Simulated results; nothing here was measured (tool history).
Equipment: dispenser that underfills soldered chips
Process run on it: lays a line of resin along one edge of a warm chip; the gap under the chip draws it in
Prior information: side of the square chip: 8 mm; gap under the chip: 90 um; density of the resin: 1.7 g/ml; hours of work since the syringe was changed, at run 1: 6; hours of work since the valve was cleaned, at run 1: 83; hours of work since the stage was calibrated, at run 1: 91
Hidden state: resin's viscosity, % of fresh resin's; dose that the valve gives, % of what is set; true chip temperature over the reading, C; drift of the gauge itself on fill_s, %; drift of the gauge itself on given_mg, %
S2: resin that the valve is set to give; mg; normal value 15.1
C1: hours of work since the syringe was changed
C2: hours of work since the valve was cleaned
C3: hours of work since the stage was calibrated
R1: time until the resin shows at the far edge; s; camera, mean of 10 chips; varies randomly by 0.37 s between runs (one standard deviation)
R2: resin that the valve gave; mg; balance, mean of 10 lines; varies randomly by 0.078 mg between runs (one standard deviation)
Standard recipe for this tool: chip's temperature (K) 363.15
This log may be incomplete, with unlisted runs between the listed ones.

run 1 hour=0.0 | chip's_temperature_(K)=363.15 S2=15.1 | C1=6 C2=83 C3=91 | R1=31.6 R2=14.70
-- hour=0.6 new syringe of resin
run 2 hour=3.1 | chip's_temperature_(K)=363.15 S2=15.1 | C1=2 C2=85 C3=93 | R1=23.3 R2=14.42
run 3 hour=9.4 | chip's_temperature_(K)=363.15 S2=15.1 | C1=6 C2=89 C3=98 | R1=30.8 R2=14.48
-- hour=11.1 new syringe of resin
run 4 hour=14.3 | chip's_temperature_(K)=374.15 S2=15.1 | C1=2 C2=92 C3=101 | R1=15.8 R2=14.70
run 5 hour=19.2 | chip's_temperature_(K)=349.15 S2=15.1 | C1=5 C2=96 C3=104 | R1=49.0 R2=14.53
-- hour=21.3 new syringe of resin
run 6 hour=22.3 | chip's_temperature_(K)=363.15 S2=15.1 | C1=1 C2=98 C3=106 | R1=21.3 R2=14.57
run 7 hour=25.3 | chip's_temperature_(K)=363.15 S2=15.1 | C1=3 C2=100 C3=108 | R1=25.1 R2=14.51
run 8 hour=31.1 | chip's_temperature_(K)=363.15 S2=15.1 | C1=7 C2=103 C3=112 | R1=32.3 R2=14.36
-- hour=31.8 new syringe of resin
run 9 hour=36.3 | chip's_temperature_(K)=363.15 S2=15.1 | C1=3 C2=107 C3=115 | R1=24.4 R2=14.43
-- hour=42.1 new syringe of resin
run 10 hour=43.2 | chip's_temperature_(K)=363.15 S2=15.1 | C1=1 C2=111 C3=119 | R1=22.0 R2=14.51
run 11 hour=49.1 | chip's_temperature_(K)=363.15 S2=17.1 | C1=5 C2=115 C3=123 | R1=27.6 R2=16.42
-- hour=52.5 new syringe of resin
run 12 hour=54.5 | chip's_temperature_(K)=363.15 S2=13.6 | C1=1 C2=118 C3=127 | R1=23.0 R2=12.98
run 13 hour=58.8 | chip's_temperature_(K)=363.15 S2=13.6 | C1=4 C2=121 C3=129 | R1=27.7 R2=12.87
-- hour=62.9 new syringe of resin
run 14 hour=63.6 | chip's_temperature_(K)=363.15 S2=13.6 | C1=0 C2=124 C3=132 | R1=21.8 R2=12.86
-- hour=65.8 dispensing valve cleaned and set on the balance
run 15 hour=68.1 | chip's_temperature_(K)=363.15 S2=15.1 | C1=3 C2=2 C3=135 | R1=24.7 R2=15.08
run 16 hour=71.1 | chip's_temperature_(K)=374.15 S2=15.1 | C1=5 C2=4 C3=137 | R1=19.4 R2=15.04
-- hour=74.3 new syringe of resin
run 17 hour=76.8 | chip's_temperature_(K)=374.15 S2=15.1 | C1=2 C2=7 C3=140 | R1=16.1 R2=15.12
run 18 hour=82.2 | chip's_temperature_(K)=374.15 S2=15.1 | C1=5 C2=11 C3=144 | R1=19.2 R2=15.01
-- hour=84.6 new syringe of resin
run 19 hour=87.0 | chip's_temperature_(K)=355.15 S2=18.7 | C1=2 C2=14 C3=147 | R1=30.4 R2=18.56
run 20 hour=93.7 | chip's_temperature_(K)=355.15 S2=18.7 | C1=6 C2=18 C3=152 | R1=40.9 R2=18.51
-- hour=94.9 new syringe of resin
run 21 hour=97.4 | chip's_temperature_(K)=355.15 S2=16.2 | C1=2 C2=20 C3=154 | R1=30.8 R2=16.09
run 22 hour=101.6 | chip's_temperature_(K)=355.15 S2=16.2 | C1=4 C2=23 C3=157 | R1=37.2 R2=16.04
-- hour=105.5 new syringe of resin
run 23 hour=105.5 | chip's_temperature_(K)=352.15 S2=18.0 | C1=0 C2=26 C3=159 | R1=30.4 R2=17.79
run 24 hour=112.2 | chip's_temperature_(K)=354.15 S2=15.1 | C1=4 C2=30 C3=163 | R1=39.3 R2=14.89
-- hour=115.7 new syringe of resin
run 25 hour=117.1 | chip's_temperature_(K)=354.15 S2=15.1 | C1=1 C2=33 C3=167 | R1=30.6 R2=14.72
run 26 hour=121.0 | chip's_temperature_(K)=359.15 S2=13.3 | C1=4 C2=36 C3=169 | R1=30.3 R2=12.99
run 27 hour=124.5 | chip's_temperature_(K)=369.15 S2=18.9 | C1=6 C2=38 C3=171 | R1=23.5 R2=18.47
-- hour=125.8 new syringe of resin
run 28 hour=130.9 | chip's_temperature_(K)=369.15 S2=18.9 | C1=3 C2=42 C3=176 | R1=20.2 R2=18.65
run 29 hour=133.7 | chip's_temperature_(K)=364.15 S2=15.1 | C1=5 C2=44 C3=177 | R1=27.6 R2=14.69
-- hour=136.2 new syringe of resin
run 30 hour=137.3 | chip's_temperature_(K)=364.15 S2=15.1 | C1=1 C2=46 C3=180 | R1=20.6 R2=14.87
run 31 hour=141.9 | chip's_temperature_(K)=368.15 S2=14.4 | C1=4 C2=49 C3=183 | R1=23.0 R2=14.07
-- hour=146.6 new syringe of resin
run 32 hour=148.9 | chip's_temperature_(K)=362.15 S2=15.1 | C1=1 C2=54 C3=187 | R1=23.9 R2=14.84
run 33 hour=152.8 | chip's_temperature_(K)=362.15 S2=15.1 | C1=4 C2=56 C3=190 | R1=29.2 R2=14.77
-- hour=156.8 new syringe of resin
run 34 hour=158.4 | chip's_temperature_(K)=349.15 S2=13.9 | C1=1 C2=60 C3=193 | R1=38.3 R2=13.56
run 35 hour=161.7 | chip's_temperature_(K)=349.15 S2=13.9 | C1=3 C2=62 C3=195 | R1=43.1 R2=13.61
-- hour=167.0 new syringe of resin
run 36 hour=168.9 | chip's_temperature_(K)=350.15 S2=19.3 | C1=1 C2=67 C3=200 | R1=35.8 R2=18.54

Forecast each of these 4 alternatives for the next run:
run A hour=172.0 | chip's_temperature_(K)=376.15 S2=16.5 | C1=3 C2=69 C3=202 | R1=? R2=?
run B hour=172.0 | chip's_temperature_(K)=350.15 S2=13.3 | C1=3 C2=69 C3=202 | R1=? R2=?
run C hour=172.0 | chip's_temperature_(K)=356.15 S2=16.3 | C1=3 C2=69 C3=202 | R1=? R2=?
run D hour=172.0 | chip's_temperature_(K)=369.15 S2=12.8 | C1=3 C2=69 C3=202 | R1=? R2=?

run=A R1=16.2 R2=16.14
run=B R1=42.6 R2=12.94
run=C R1=32.6 R2=15.76
run=D R1=20.8 R2=12.49
With the hidden condition removed and each run's random variation left untouched, the same runs would have given:
run=A R1=13.4 R2=16.61
run=B R1=35.0 R2=13.32
run=C R1=26.9 R2=16.22
run=D R1=17.0 R2=12.85

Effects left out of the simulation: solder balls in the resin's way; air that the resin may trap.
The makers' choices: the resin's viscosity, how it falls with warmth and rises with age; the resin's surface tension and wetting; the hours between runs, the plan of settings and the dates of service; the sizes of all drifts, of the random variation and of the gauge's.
